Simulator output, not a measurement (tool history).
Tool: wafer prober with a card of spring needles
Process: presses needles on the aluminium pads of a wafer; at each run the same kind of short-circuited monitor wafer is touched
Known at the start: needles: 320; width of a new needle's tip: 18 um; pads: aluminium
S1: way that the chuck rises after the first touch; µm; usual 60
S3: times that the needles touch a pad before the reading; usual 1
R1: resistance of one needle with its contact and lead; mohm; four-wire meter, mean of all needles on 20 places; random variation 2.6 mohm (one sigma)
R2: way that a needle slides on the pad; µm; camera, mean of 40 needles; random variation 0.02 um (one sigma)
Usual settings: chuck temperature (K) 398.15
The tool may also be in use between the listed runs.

{"run": 1, "hour": 0.0, "S1": 60, "chuck temperature (K)": 398.15, "S3": 1, "R1": 438, "R2": 11.3}
{"hour": 6.1, "done": "tips cleaned on abrasive film"}
{"hour": 32.0, "done": "tips cleaned on abrasive film"}
{"run": 2, "hour": 44.5, "S1": 60, "chuck temperature (K)": 398.15, "S3": 1, "R1": 420, "R2": 11.28}
{"hour": 56.1, "done": "tips cleaned on abrasive film"}
{"hour": 81.2, "done": "tips cleaned on abrasive film"}
{"hour": 110.7, "done": "tips cleaned on abrasive film"}
{"run": 3, "hour": 120.1, "S1": 60, "chuck temperature (K)": 398.15, "S3": 1, "R1": 407, "R2": 11.27}
{"hour": 135.0, "done": "tips cleaned on abrasive film"}
{"hour": 159.2, "done": "tips cleaned on abrasive film"}
{"hour": 173.4, "done": "height of the first contact set anew"}
{"run": 4, "hour": 173.4, "S1": 60, "chuck temperature (K)": 313.15, "S3": 1, "R1": 412, "R2": 11.32}
{"hour": 187.8, "done": "tips cleaned on abrasive film"}
{"hour": 214.3, "done": "tips cleaned on abrasive film"}
{"hour": 242.4, "done": "tips cleaned on abrasive film"}
{"run": 5, "hour": 245.8, "S1": 60, "chuck temperature (K)": 313.15, "S3": 2, "R1": 314, "R2": 11.24}
{"hour": 269.4, "done": "tips cleaned on abrasive film"}
{"hour": 297.0, "done": "tips cleaned on abrasive film"}
{"run": 6, "hour": 315.0, "S1": 60, "chuck temperature (K)": 398.15, "S3": 1, "R1": 435, "R2": 11.25}
{"hour": 325.6, "done": "tips cleaned on abrasive film"}
{"hour": 349.6, "done": "tips cleaned on abrasive film"}
{"hour": 349.9, "done": "height of the first contact set anew"}
{"run": 7, "hour": 369.9, "S1": 60, "chuck temperature (K)": 312.15, "S3": 1, "R1": 443, "R2": 11.3}
{"hour": 374.1, "done": "tips cleaned on abrasive film"}
{"hour": 400.3, "done": "tips cleaned on abrasive film"}
{"hour": 426.2, "done": "tips cleaned on abrasive film"}
{"hour": 450.2, "done": "tips cleaned on abrasive film"}
{"run": 8, "hour": 453.4, "S1": 60, "chuck temperature (K)": 312.15, "S3": 1, "R1": 326, "R2": 11.28}
{"hour": 477.2, "done": "tips cleaned on abrasive film"}
{"hour": 503.1, "done": "tips cleaned on abrasive film"}
{"run": 9, "hour": 505.4, "S1": 60, "chuck temperature (K)": 312.15, "S3": 1, "R1": 325, "R2": 11.22}
{"hour": 525.5, "done": "height of the first contact set anew"}
{"hour": 531.6, "done": "tips cleaned on abrasive film"}
{"hour": 558.2, "done": "tips cleaned on abrasive film"}
{"hour": 586.0, "done": "tips cleaned on abrasive film"}
{"run": 10, "hour": 589.1, "S1": 60, "chuck temperature (K)": 312.15, "S3": 1, "R1": 339, "R2": 11.28}
{"hour": 616.1, "done": "tips cleaned on abrasive film"}
{"hour": 641.0, "done": "tips cleaned on abrasive film"}
{"hour": 665.6, "done": "tips cleaned on abrasive film"}
{"run": 11, "hour": 671.3, "S1": 60, "chuck temperature (K)": 338.15, "S3": 1, "R1": 378, "R2": 11.2}
{"hour": 695.3, "done": "tips cleaned on abrasive film"}
{"hour": 699.6, "done": "height of the first contact set anew"}
{"hour": 724.4, "done": "tips cleaned on abrasive film"}
{"run": 12, "hour": 738.3, "S1": 60, "chuck temperature (K)": 338.15, "S3": 1, "R1": 417, "R2": 11.29}
{"hour": 749.2, "done": "tips cleaned on abrasive film"}
{"hour": 779.3, "done": "tips cleaned on abrasive film"}
{"run": 13, "hour": 798.8, "S1": 60, "chuck temperature (K)": 398.15, "S3": 1, "R1": 449, "R2": 11.28}
{"hour": 804.9, "done": "tips cleaned on abrasive film"}
{"hour": 833.6, "done": "tips cleaned on abrasive film"}
{"hour": 861.1, "done": "tips cleaned on abrasive film"}
{"hour": 877.2, "done": "height of the first contact set anew"}
{"run": 14, "hour": 877.4, "S1": 60, "chuck temperature (K)": 398.15, "S3": 1, "R1": 432, "R2": 11.32}
{"hour": 889.5, "done": "tips cleaned on abrasive film"}
{"hour": 913.8, "done": "tips cleaned on abrasive film"}
{"hour": 942.1, "done": "tips cleaned on abrasive film"}
{"run": 15, "hour": 950.1, "S1": 60, "chuck temperature (K)": 304.15, "S3": 3, "R1": 311, "R2": 11.28}
{"hour": 971.3, "done": "tips cleaned on abrasive film"}
{"run": 16, "hour": 989.7, "S1": 60, "chuck temperature (K)": 304.15, "S3": 3, "R1": 326, "R2": 11.28}
{"hour": 995.8, "done": "tips cleaned on abrasive film"}
{"hour": 1025.5, "done": "tips cleaned on abrasive film"}
{"run": 17, "hour": 1028.4, "S1": 52, "chuck temperature (K)": 341.15, "S3": 3, "R1": 312, "R2": 9.75}
{"hour": 1051.6, "done": "tips cleaned on abrasive film"}
{"hour": 1051.9, "done": "height of the first contact set anew"}
{"hour": 1080.5, "done": "tips cleaned on abrasive film"}
{"hour": 1107.7, "done": "tips cleaned on abrasive film"}
{"run": 18, "hour": 1107.8, "S1": 52, "chuck temperature (K)": 341.15, "S3": 3, "R1": 291, "R2": 9.76}
{"hour": 1132.8, "done": "tips cleaned on abrasive film"}
{"hour": 1160.0, "done": "tips cleaned on abrasive film"}
{"hour": 1184.1, "done": "tips cleaned on abrasive film"}
{"run": 19, "hour": 1184.1, "S1": 52, "chuck temperature (K)": 341.15, "S3": 3, "R1": 288, "R2": 9.74}
{"hour": 1211.7, "done": "tips cleaned on abrasive film"}
{"run": 20, "hour": 1223.8, "S1": 52, "chuck temperature (K)": 341.15, "S3": 3, "R1": 343, "R2": 9.71}
{"hour": 1228.5, "done": "height of the first contact set anew"}
{"hour": 1239.5, "done": "tips cleaned on abrasive film"}
{"hour": 1266.0, "done": "tips cleaned on abrasive film"}
{"run": 21, "hour": 1266.5, "S1": 48, "chuck temperature (K)": 301.15, "S3": 1, "R1": 317, "R2": 9.03}
{"hour": 1291.5, "done": "tips cleaned on abrasive film"}
{"run": 22, "hour": 1306.3, "S1": 70, "chuck temperature (K)": 398.15, "S3": 1, "R1": 410, "R2": 13.15}
{"hour": 1318.4, "done": "tips cleaned on abrasive film"}
{"hour": 1344.6, "done": "tips cleaned on abrasive film"}
{"run": 23, "hour": 1362.4, "S1": 70, "chuck temperature (K)": 398.15, "S3": 1, "R1": 412, "R2": 13.15}
{"hour": 1373.7, "done": "tips cleaned on abrasive film"}
{"hour": 1397.7, "done": "tips cleaned on abrasive film"}
{"hour": 1402.5, "done": "height of the first contact set anew"}
{"run": 24, "hour": 1414.3, "S1": 70, "chuck temperature (K)": 388.15, "S3": 1, "R1": 406, "R2": 13.19}
{"hour": 1426.4, "done": "tips cleaned on abrasive film"}
{"hour": 1455.8, "done": "tips cleaned on abrasive film"}
{"run": 25, "hour": 1460.8, "S1": 70, "chuck temperature (K)": 371.15, "S3": 1, "R1": 356, "R2": 13.21}
{"hour": 1481.4, "done": "tips cleaned on abrasive film"}
{"hour": 1507.0, "done": "tips cleaned on abrasive film"}
{"run": 26, "hour": 1512.2, "S1": 70, "chuck temperature (K)": 371.15, "S3": 1, "R1": 349, "R2": 13.16}
{"hour": 1536.1, "done": "tips cleaned on abrasive film"}
{"hour": 1562.6, "done": "tips cleaned on abrasive film"}
{"run": 27, "hour": 1562.6, "S1": 41, "chuck temperature (K)": 299.15, "S3": 1, "R1": 305, "R2": 7.67}

3 ways to go on from here, each from the tool as it stands after run 27. What would each give?
{"hour": 1579.8, "done": "height of the first contact set anew"}
{"hour": 1589.3, "done": "tips cleaned on abrasive film"}
{"hour": 1614.5, "done": "tips cleaned on abrasive film"}
{"hour": 1642.3, "done": "tips cleaned on abrasive film"}
{"run": "A", "hour": 1642.6, "S1": 41, "chuck temperature (K)": 324.15, "S3": 1, "R1": "?", "R2": "?"}
{"hour": 1579.8, "done": "height of the first contact set anew"}
{"hour": 1589.3, "done": "tips cleaned on abrasive film"}
{"hour": 1614.5, "done": "tips cleaned on abrasive film"}
{"hour": 1642.3, "done": "tips cleaned on abrasive film"}
{"run": "B", "hour": 1642.6, "S1": 58, "chuck temperature (K)": 341.15, "S3": 2, "R1": "?", "R2": "?"}
{"hour": 1579.8, "done": "height of the first contact set anew"}
{"hour": 1589.3, "done": "tips cleaned on abrasive film"}
{"hour": 1614.5, "done": "tips cleaned on abrasive film"}
{"hour": 1642.3, "done": "tips cleaned on abrasive film"}
{"run": "C", "hour": 1642.6, "S1": 79, "chuck temperature (K)": 339.15, "S3": 1, "R1": "?", "R2": "?"}

run=A R1=330 R2=7.68
run=B R1=300 R2=10.91
run=C R1=294 R2=14.85
Without the tool's hidden state the same runs would have given:
run=A R1=278 R2=7.74
run=B R1=282 R2=10.97
run=C R1=278 R2=14.91
